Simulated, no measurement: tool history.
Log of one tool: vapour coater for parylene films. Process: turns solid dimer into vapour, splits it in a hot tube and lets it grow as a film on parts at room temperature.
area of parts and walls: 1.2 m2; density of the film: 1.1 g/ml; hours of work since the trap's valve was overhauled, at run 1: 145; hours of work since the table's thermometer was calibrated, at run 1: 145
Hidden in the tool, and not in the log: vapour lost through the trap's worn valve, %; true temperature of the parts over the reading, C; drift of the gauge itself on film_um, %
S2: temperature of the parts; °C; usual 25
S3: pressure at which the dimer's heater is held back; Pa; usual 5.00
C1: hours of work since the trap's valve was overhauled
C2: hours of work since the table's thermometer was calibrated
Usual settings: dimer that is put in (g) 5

Run 1, day 0.000: usual settings; C1 145; C2 145. Result: thickness of the film (nm) 2066.
Run 2, day 0.679: usual settings; C1 156; C2 156. Result: thickness of the film (nm) 2057.
Run 3, day 1.517: usual settings; C1 169; C2 169. Result: thickness of the film (nm) 2047.
Run 4, day 2.258: usual settings; C1 181; C2 181. Result: thickness of the film (nm) 2055.
Run 5, day 2.996: usual settings; C1 193; C2 193. Result: thickness of the film (nm) 2040.
Run 6, day 3.829: usual settings but S2 35 °C, S3 5.91 Pa; C1 206; C2 206. Result: thickness of the film (nm) 1260.
Run 7, day 4.667: usual settings but S2 35 °C, S3 5.91 Pa; C1 219; C2 219. Result: thickness of the film (nm) 1265.
At day 4.871: trap's valve overhauled.
Run 8, day 5.504: usual settings but S3 11.41 Pa; C1 10; C2 230. Result: thickness of the film (nm) 1799.
Run 9, day 6.379: usual settings but S3 11.41 Pa; C1 24; C2 244. Result: thickness of the film (nm) 1782.
Run 10, day 6.983: usual settings but S3 11.41 Pa; C1 34; C2 254. Result: thickness of the film (nm) 1785.

Forecast each of these 5 alternatives for the next run:
At day 7.521: trap's valve overhauled, once more.
Run A, day 7.783: usual settings but dimer that is put in (g) 3, S2 26 °C, S3 4.32 Pa; C1 4; C2 264. Result: thickness of the film (nm) ?.
At day 7.521: trap's valve overhauled, once more.
Run B, day 7.783: usual settings but dimer that is put in (g) 3, S3 7.83 Pa; C1 4; C2 264. Result: thickness of the film (nm) ?.
At day 7.521: trap's valve overhauled, once more.
Run C, day 7.783: usual settings but S2 19 °C, S3 2.07 Pa; C1 4; C2 264. Result: thickness of the film (nm) ?.
At day 7.521: trap's valve overhauled, once more.
Run D, day 7.783: usual settings but dimer that is put in (g) 6, S2 32 °C; C1 4; C2 264. Result: thickness of the film (nm) ?.
At day 7.521: trap's valve overhauled, once more.
Run E, day 7.783: usual settings but dimer that is put in (g) 3, S2 35 °C, S3 8.58 Pa; C1 4; C2 264. Result: thickness of the film (nm) ?.

run  thickness of the film (nm)
  A                        1238
  B                        1186
  C                        3165
  D                        1864
  E                         752
Without the tool's hidden state the same runs would have given:
run  thickness of the film (nm)
  A                        1241
  B                        1189
  C                        3172
  D                        1868
  E                         753

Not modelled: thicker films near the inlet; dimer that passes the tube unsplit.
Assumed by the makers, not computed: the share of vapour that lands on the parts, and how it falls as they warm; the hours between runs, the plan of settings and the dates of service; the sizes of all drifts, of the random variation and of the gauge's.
